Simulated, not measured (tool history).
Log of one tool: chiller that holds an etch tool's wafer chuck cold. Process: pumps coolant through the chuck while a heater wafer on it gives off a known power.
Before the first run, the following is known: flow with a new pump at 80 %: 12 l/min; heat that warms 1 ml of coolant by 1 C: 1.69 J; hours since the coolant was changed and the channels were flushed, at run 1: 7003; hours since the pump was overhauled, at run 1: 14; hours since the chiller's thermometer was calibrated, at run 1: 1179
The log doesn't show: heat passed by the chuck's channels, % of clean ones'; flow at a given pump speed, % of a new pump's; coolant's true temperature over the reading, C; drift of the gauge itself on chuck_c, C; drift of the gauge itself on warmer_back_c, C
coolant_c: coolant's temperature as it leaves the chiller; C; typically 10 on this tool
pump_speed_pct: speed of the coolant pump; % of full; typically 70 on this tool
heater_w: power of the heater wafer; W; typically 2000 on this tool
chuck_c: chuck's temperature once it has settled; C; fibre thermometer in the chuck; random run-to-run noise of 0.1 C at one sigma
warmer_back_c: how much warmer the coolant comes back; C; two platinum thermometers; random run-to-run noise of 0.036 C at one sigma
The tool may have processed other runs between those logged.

run,hour,coolant_c,pump_speed_pct,heater_w,hours since the coolant was changed and the channels were flushed,hours since the pump was overhauled,hours since the chiller's thermometer was calibrated,chuck_c,warmer_back_c
1,0.0,10,70,2000,7003,14,1179,29.2,6.88
2,20.9,10,96,2000,7024,35,1200,25.4,4.91
3,54.4,10,88,2000,7057,68,1233,26.3,5.40
4,75.7,10,70,2810,7079,90,1254,37.0,9.67
5,112.7,10,70,2810,7116,127,1291,37.0,9.64
6,150.1,10,70,2810,7153,164,1329,37.1,9.66
7,168.2,16,70,2000,7171,182,1347,35.3,6.85
8,206.8,16,71,2317,7210,221,1386,38.1,7.85
9,230.2,6,74,2465,7233,244,1409,28.9,8.03
10,271.8,6,74,2465,7275,286,1451,28.7,8.00
11,305.5,10,69,1026,7308,319,1484,20.2,3.57
12,332.2,7,70,2000,7335,346,1511,26.3,6.91
13,367.9,3,70,2000,7371,382,1547,22.3,6.93

Here are 3 independent what-if runs from the current tool condition. What would each one return?
A,387.9,10,76,2000,7391,402,1567,?,?
B,387.9,10,100,1875,7391,402,1567,?,?
C,387.9,19,70,2381,7391,402,1567,?,?

run,chuck_c,warmer_back_c
A,28.6,6.38
B,24.1,4.42
C,42.2,8.28
Had the tool no hidden state, the same runs would have come out as:
run,chuck_c,warmer_back_c
A,26.5,6.30
B,22.5,4.37
C,39.6,8.18
